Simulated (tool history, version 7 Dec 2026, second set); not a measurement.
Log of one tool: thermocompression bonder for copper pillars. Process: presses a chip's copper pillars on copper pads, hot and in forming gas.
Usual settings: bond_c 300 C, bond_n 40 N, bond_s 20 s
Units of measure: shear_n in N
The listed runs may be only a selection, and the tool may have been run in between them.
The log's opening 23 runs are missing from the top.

run    hour  bond_c  bond_n  bond_s  hours of work since the heater was calibrated  hours of work since the force cell was calibrated  hours of work since the gas filter was changed  shear_n
 24  1129.4     285      40      27                                            520                                                941                                              49     78.9
 25  1174.9     300      31      60                                            541                                                962                                              70     89.1
     1182.9  -- force cell calibrated
 26  1233.6     300      40      19                                            567                                                 23                                              96     78.2
 27  1286.2     283      40      40                                            590                                                 47                                             119     86.9
     1299.8  -- force cell calibrated, once more
 28  1363.4     283      40      40                                            625                                                 29                                             154     82.2
 29  1411.8     280      30      20                                            647                                                 51                                             176     45.8
 30  1449.8     286      35      20                                            664                                                 68                                             193     57.2
 31    1498     286      35      20                                            686                                                 90                                             215     56.9
 32  1561.6     271      40      24                                            715                                                119                                             244     57.8
 33  1623.8     308      54      18                                            743                                                147                                             272       95
 34  1676.5     308      26      18                                            767                                                171                                             296     48.5
 35  1716.5     308      26      18                                            785                                                189                                             314     48.4
     1777.1  -- forming gas filter changed
 36  1781.7     282      40      46                                            815                                                219                                               2     88.4
 37  1820.6     300      40      42                                            832                                                236                                              20     95.9
     1854.1  -- heater calibrated with a thermocouple chip
 38  1896.5     302      28      39                                             19                                                270                                              53     76.1

What if the next run were any one of these 4? Each begins from the tool's condition after run 38:
  A  1938.7     298      52      12                                             38                                                289                                              72        ?
  B  1938.7     300      32      41                                             38                                                289                                              72        ?
  C  1938.7     324      28      19                                             38                                                289                                              72        ?
  D  1938.7     284      52      41                                             38                                                289                                              72        ?

run  shear_n
  A     86.4
  B     84.5
  C     72.4
  D    105.7
With the hidden condition removed and each run's random variation left untouched, the same runs would have given:
run  shear_n
  A     87.3
  B     85.3
  C       73
  D    107.1
